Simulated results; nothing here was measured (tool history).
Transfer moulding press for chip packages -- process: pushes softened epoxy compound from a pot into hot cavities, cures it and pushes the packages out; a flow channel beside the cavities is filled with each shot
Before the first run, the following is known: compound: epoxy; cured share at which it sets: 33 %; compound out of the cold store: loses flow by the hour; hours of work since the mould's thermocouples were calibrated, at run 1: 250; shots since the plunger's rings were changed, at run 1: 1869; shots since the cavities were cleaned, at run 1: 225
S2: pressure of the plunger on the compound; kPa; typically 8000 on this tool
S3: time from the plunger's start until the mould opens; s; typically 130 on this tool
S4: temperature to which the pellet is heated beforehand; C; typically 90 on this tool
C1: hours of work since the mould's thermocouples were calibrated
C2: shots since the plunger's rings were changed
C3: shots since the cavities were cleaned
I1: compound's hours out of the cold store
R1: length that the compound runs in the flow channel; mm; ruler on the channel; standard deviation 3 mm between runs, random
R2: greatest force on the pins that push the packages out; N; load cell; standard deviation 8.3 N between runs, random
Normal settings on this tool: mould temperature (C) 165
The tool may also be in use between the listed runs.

run 1 hour=0 | mould_temperature_(C)=165 S2=8000 S3=130 S4=90 | C1=250 C2=1869 C3=225 | I1=22 | R1=942 R2=485
run 2 hour=31.6 | mould_temperature_(C)=165 S2=8000 S3=130 S4=90 | C1=267 C2=2121 C3=477 | I1=33.2 | R1=870 R2=481
-- hour=56.6 cavities cleaned with cleaning compound and waxed
run 3 hour=60.4 | mould_temperature_(C)=165 S2=8450 S3=130 S4=90 | C1=281 C2=2339 C3=30 | I1=28.6 | R1=921 R2=490
run 4 hour=76.9 | mould_temperature_(C)=165 S2=8000 S3=130 S4=90 | C1=290 C2=2471 C3=162 | I1=39.5 | R1=838 R2=475
run 5 hour=96 | mould_temperature_(C)=165 S2=8000 S3=130 S4=90 | C1=301 C2=2623 C3=314 | I1=33.4 | R1=873 R2=483
run 6 hour=117.6 | mould_temperature_(C)=165 S2=8000 S3=130 S4=90 | C1=312 C2=2796 C3=487 | I1=40.1 | R1=835 R2=485
-- hour=142.4 cavities cleaned with cleaning compound and waxed
run 7 hour=142.4 | mould_temperature_(C)=165 S2=8000 S3=130 S4=90 | C1=325 C2=2981 C3=0 | I1=27.3 | R1=910 R2=491
run 8 hour=163.5 | mould_temperature_(C)=165 S2=8410 S3=130 S4=90 | C1=336 C2=3150 C3=169 | I1=41.1 | R1=850 R2=471
run 9 hour=182.2 | mould_temperature_(C)=165 S2=8000 S3=130 S4=90 | C1=346 C2=3299 C3=318 | I1=43.4 | R1=822 R2=459
run 10 hour=203.9 | mould_temperature_(C)=165 S2=8000 S3=130 S4=90 | C1=358 C2=3473 C3=492 | I1=34.9 | R1=861 R2=461
-- hour=227.1 cavities cleaned with cleaning compound and waxed
run 11 hour=228.2 | mould_temperature_(C)=165 S2=8000 S3=130 S4=90 | C1=370 C2=3655 C3=9 | I1=35.6 | R1=861 R2=471
run 12 hour=246.9 | mould_temperature_(C)=165 S2=8000 S3=130 S4=90 | C1=381 C2=3804 C3=158 | I1=42.2 | R1=824 R2=465
run 13 hour=275.3 | mould_temperature_(C)=165 S2=8000 S3=130 S4=90 | C1=396 C2=4031 C3=385 | I1=28.9 | R1=898 R2=486
run 14 hour=299.3 | mould_temperature_(C)=158 S2=8000 S3=130 S4=90 | C1=409 C2=4223 C3=577 | I1=10.2 | R1=1051 R2=907
-- hour=307.5 plunger's sealing rings changed
-- hour=313.5 cavities cleaned with cleaning compound and waxed
run 15 hour=331.9 | mould_temperature_(C)=163 S2=8990 S3=112 S4=94 | C1=424 C2=182 C3=146 | I1=10.4 | R1=1081 R2=807
run 16 hour=357.6 | mould_temperature_(C)=163 S2=8990 S3=112 S4=94 | C1=438 C2=388 C3=352 | I1=13.6 | R1=1070 R2=795
run 17 hour=388.1 | mould_temperature_(C)=165 S2=9660 S3=121 S4=90 | C1=455 C2=631 C3=595 | I1=30 | R1=980 R2=548
-- hour=396 mould's thermocouples calibrated
-- hour=401.5 cavities cleaned with cleaning compound and waxed
run 18 hour=418.6 | mould_temperature_(C)=162 S2=6990 S3=158 S4=89 | C1=11 C2=847 C3=136 | I1=22.4 | R1=892 R2=445
run 19 hour=447.6 | mould_temperature_(C)=164 S2=6760 S3=111 S4=94 | C1=27 C2=1079 C3=368 | I1=24.9 | R1=844 R2=685
run 20 hour=465.3 | mould_temperature_(C)=173 S2=8000 S3=133 S4=90 | C1=37 C2=1220 C3=509 | I1=26.4 | R1=876 R2=399
-- hour=487.3 cavities cleaned with cleaning compound and waxed
run 21 hour=497.9 | mould_temperature_(C)=165 S2=9030 S3=130 S4=90 | C1=53 C2=1468 C3=85 | I1=26.5 | R1=972 R2=492
run 22 hour=524.5 | mould_temperature_(C)=165 S2=8000 S3=130 S4=90 | C1=68 C2=1680 C3=297 | I1=8.6 | R1=1026 R2=523
run 23 hour=545.3 | mould_temperature_(C)=166 S2=9270 S3=127 S4=86 | C1=79 C2=1846 C3=463 | I1=18.3 | R1=1035 R2=484
-- hour=571.7 cavities cleaned with cleaning compound and waxed
run 24 hour=572.6 | mould_temperature_(C)=165 S2=8000 S3=126 S4=90 | C1=93 C2=2053 C3=8 | I1=47.5 | R1=800 R2=489
run 25 hour=597.4 | mould_temperature_(C)=167 S2=9670 S3=139 S4=88 | C1=106 C2=2251 C3=206 | I1=18.2 | R1=1046 R2=421
run 26 hour=628.2 | mould_temperature_(C)=167 S2=9670 S3=139 S4=88 | C1=123 C2=2497 C3=452 | I1=33.3 | R1=951 R2=412
run 27 hour=642.4 | mould_temperature_(C)=167 S2=9670 S3=139 S4=88 | C1=131 C2=2610 C3=565 | I1=36.2 | R1=939 R2=421

3 ways to go on from here, each from the tool as it stands after run 27. What would each give?
-- hour=656.1 cavities cleaned with cleaning compound and waxed
run A hour=668.6 | mould_temperature_(C)=165 S2=6060 S3=117 S4=86 | C1=144 C2=2807 C3=99 | I1=44.6 | R1=? R2=?
-- hour=656.1 cavities cleaned with cleaning compound and waxed
run B hour=668.6 | mould_temperature_(C)=167 S2=9670 S3=139 S4=84 | C1=144 C2=2807 C3=99 | I1=24.5 | R1=? R2=?
-- hour=656.1 cavities cleaned with cleaning compound and waxed
run C hour=668.6 | mould_temperature_(C)=165 S2=6700 S3=130 S4=82 | C1=144 C2=2807 C3=99 | I1=35.9 | R1=? R2=?

run=A R1=708 R2=554
run=B R1=1010 R2=415
run=C R1=791 R2=495
With the hidden condition removed and each run's random variation left untouched, the same runs would have given:
run=A R1=709 R2=553
run=B R1=1011 R2=415
run=C R1=792 R2=494

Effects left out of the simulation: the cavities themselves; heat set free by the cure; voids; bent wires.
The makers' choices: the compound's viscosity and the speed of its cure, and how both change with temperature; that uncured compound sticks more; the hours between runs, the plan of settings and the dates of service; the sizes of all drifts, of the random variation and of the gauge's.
